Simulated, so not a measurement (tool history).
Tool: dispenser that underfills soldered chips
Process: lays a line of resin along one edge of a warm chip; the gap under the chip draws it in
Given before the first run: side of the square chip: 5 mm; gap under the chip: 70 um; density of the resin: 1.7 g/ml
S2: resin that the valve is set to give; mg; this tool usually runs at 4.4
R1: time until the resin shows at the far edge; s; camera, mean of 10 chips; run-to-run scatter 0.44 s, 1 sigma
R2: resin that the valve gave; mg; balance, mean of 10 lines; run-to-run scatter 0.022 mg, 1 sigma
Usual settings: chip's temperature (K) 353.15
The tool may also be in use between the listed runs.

Run 1, hour 0: usual settings. Result: R1 37.2 s, R2 4.37 mg.
Run 2, hour 2.8: usual settings. Result: R1 40.5 s, R2 4.35 mg.
At hour 7.2: new syringe of resin.
Run 3, hour 8.3: usual settings. Result: R1 33 s, R2 4.4 mg.
Run 4, hour 14.9: usual settings but chip's temperature (K) 356.15. Result: R1 36.4 s, R2 4.35 mg.
At hour 17.9: new syringe of resin.
Run 5, hour 20.3: usual settings but chip's temperature (K) 359.15. Result: R1 26.7 s, R2 4.35 mg.
Run 6, hour 25.3: usual settings but chip's temperature (K) 359.15. Result: R1 31.6 s, R2 4.27 mg.
At hour 28.5: new syringe of resin.
Run 7, hour 30.8: usual settings. Result: R1 34.8 s, R2 4.31 mg.
Run 8, hour 33.6: usual settings but chip's temperature (K) 362.15. Result: R1 26.5 s, R2 4.29 mg.
Run 9, hour 37.9: usual settings. Result: R1 43.8 s, R2 4.32 mg.
At hour 39.2: new syringe of resin.
Run 10, hour 44: usual settings. Result: R1 37.3 s, R2 4.27 mg.
At hour 50.2: new syringe of resin.
Run 11, hour 50.8: usual settings. Result: R1 31.6 s, R2 4.23 mg.
Run 12, hour 54.7: usual settings. Result: R1 37.3 s, R2 4.3 mg.
At hour 60.8: new syringe of resin.
Run 13, hour 61: usual settings but chip's temperature (K) 367.15, S2 5.39 mg. Result: R1 18.1 s, R2 5.23 mg.
Run 14, hour 67.5: usual settings but chip's temperature (K) 367.15, S2 5.39 mg. Result: R1 21.9 s, R2 5.21 mg.
At hour 71.7: new syringe of resin.
Run 15, hour 72: usual settings but chip's temperature (K) 367.15, S2 5.39 mg. Result: R1 18.1 s, R2 5.18 mg.
Run 16, hour 75.3: usual settings but chip's temperature (K) 347.15, S2 3.85 mg. Result: R1 48 s, R2 3.71 mg.
Run 17, hour 79.4: usual settings but chip's temperature (K) 341.15. Result: R1 70.1 s, R2 4.26 mg.
At hour 82.6: new syringe of resin.
Run 18, hour 83.1: usual settings but chip's temperature (K) 350.15, S2 4.39 mg. Result: R1 36.3 s, R2 4.28 mg.
Run 19, hour 88.7: usual settings but chip's temperature (K) 339.15, S2 4.32 mg. Result: R1 69.8 s, R2 4.18 mg.
Run 20, hour 92: usual settings but chip's temperature (K) 347.15, S2 3.72 mg. Result: R1 57.8 s, R2 3.61 mg.
At hour 93.6: new syringe of resin.
Run 21, hour 95.1: usual settings but chip's temperature (K) 367.15, S2 3.83 mg. Result: R1 19.1 s, R2 3.65 mg.
Run 22, hour 101.1: usual settings but chip's temperature (K) 354.15, S2 5.2 mg. Result: R1 37.6 s, R2 4.95 mg.
At hour 104.1: new syringe of resin.
Run 23, hour 104.4: usual settings but chip's temperature (K) 357.15, S2 5.29 mg. Result: R1 26.1 s, R2 5.05 mg.

Selected run-to-run steps in R1, each split into two signed amounts: the part the tool would show with no hidden state at all (from settings, incoming material and random variation), and the remainder, which goes to the hidden state together with any gauge scatter not common to the measured and the hidden-state-free results:
Hidden state present: resin's viscosity, % of fresh resin's; dose that the valve gives, % of what is set; true chip temperature over the reading, C; drift of the gauge itself on fill_s, %; drift of the gauge itself on given_mg, %.
Run 17 -> 18: chip's temperature (K) 341.15 -> 350.15, S2 4.4 -> 4.39, new syringe of resin. R1 -33.8 s: hidden state -16.7, all else -17.1.
Run 20 -> 21: chip's temperature (K) 347.15 -> 367.15, S2 3.72 -> 3.83, new syringe of resin. R1 -38.7 s: hidden state -14.2, all else -24.5.
